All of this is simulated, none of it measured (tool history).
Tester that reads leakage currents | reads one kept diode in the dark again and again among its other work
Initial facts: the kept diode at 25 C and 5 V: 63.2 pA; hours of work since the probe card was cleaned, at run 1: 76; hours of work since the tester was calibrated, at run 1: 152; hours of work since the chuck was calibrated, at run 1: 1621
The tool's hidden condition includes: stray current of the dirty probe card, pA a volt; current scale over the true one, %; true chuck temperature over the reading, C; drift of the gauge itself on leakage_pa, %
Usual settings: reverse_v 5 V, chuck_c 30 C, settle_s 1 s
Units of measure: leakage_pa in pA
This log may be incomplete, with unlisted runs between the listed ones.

run,hour,reverse_v,chuck_c,settle_s,hours of work since the probe card was cleaned,hours of work since the tester was calibrated,hours of work since the chuck was calibrated,leakage_pa
1,0,5,30,1,76,152,1621,98.47
2,48.5,5,30,1,114,191,1659,99.21
3,99.1,5,30,4.72,154,230,1699,98.7
4,152.7,5,25,4.72,196,273,1741,63.66
5,186.7,5,25,4.72,223,300,1768,63.41
6,215,5,25,5.01,246,322,1791,63.45
7,264.1,5,25,5.01,284,361,1829,63.08
8,311.4,5,25,5.01,322,398,1867,63.9
9,370.3,5,28,1,368,444,1913,83.09
10,430.6,5,30,1,416,492,1961,99.34
11,479.1,5,30,1,454,530,1999,99.61
12,538.1,5,30,1,500,577,2046,99.13
13,602,7.31,30,1,551,627,2096,122.35
14,663.8,7.31,30,1,600,676,2145,123.02
15,705.5,8.4,30,1,632,709,2178,133.62
16,735.4,8.4,30,1,656,733,2201,132.79
17,768.4,8.4,30,1,682,758,2227,132.93
18,799.9,8.4,30,1,707,783,2252,133.53
19,833.8,8.4,30,1,734,810,2279,133.17
20,866.4,13.27,48,6.17,759,836,2305,749.46
# hour 887.3: chuck's temperature calibrated
21,899.3,12.01,45,2.1,784,860,9,561.47
22,938.8,2.68,45,2.1,815,891,41,239.9
23,991.7,9.89,50,3.85,857,933,82,747.14
24,1034.9,1.03,25,2.8,891,967,116,25.93
25,1083.4,7.05,37,3.21,929,1005,155,217.92
26,1128.4,5,29,1,965,1041,190,90.79
27,1183,5,29,1,1008,1084,233,90.96
28,1232.9,5,46,1.14,1047,1123,273,369.54
29,1284.3,6.82,46,5.94,1088,1164,313,441.82
30,1331.7,4.46,31,5.94,1125,1201,351,100.82
31,1397.4,4.46,31,3.73,1177,1253,402,100.64
32,1443.8,1.44,48,1,1213,1290,439,212.97
33,1492.5,1.44,48,1,1252,1328,477,213.23
34,1553.5,14.6,30,0.87,1300,1376,526,183.38
35,1597.2,14.6,30,0.87,1334,1411,560,181.72
36,1631.2,3.43,34,0.54,1361,1438,587,112.38
37,1661.3,5,25,0.41,1385,1461,611,64.7
38,1713.3,4.62,26,1.99,1426,1502,652,66.61

Take each entry between the runs: how does the hidden state at the last listed run before it differ from the hidden state at the first listed run after it?
Run 20 -> run 21: chuck's temperature calibrated (hour 887.3)
  true chuck temperature over the reading, C: 0.02 -> 0
  measured value less the no-hidden-state value, leakage_pa: +1.44 -> +0.13 pA
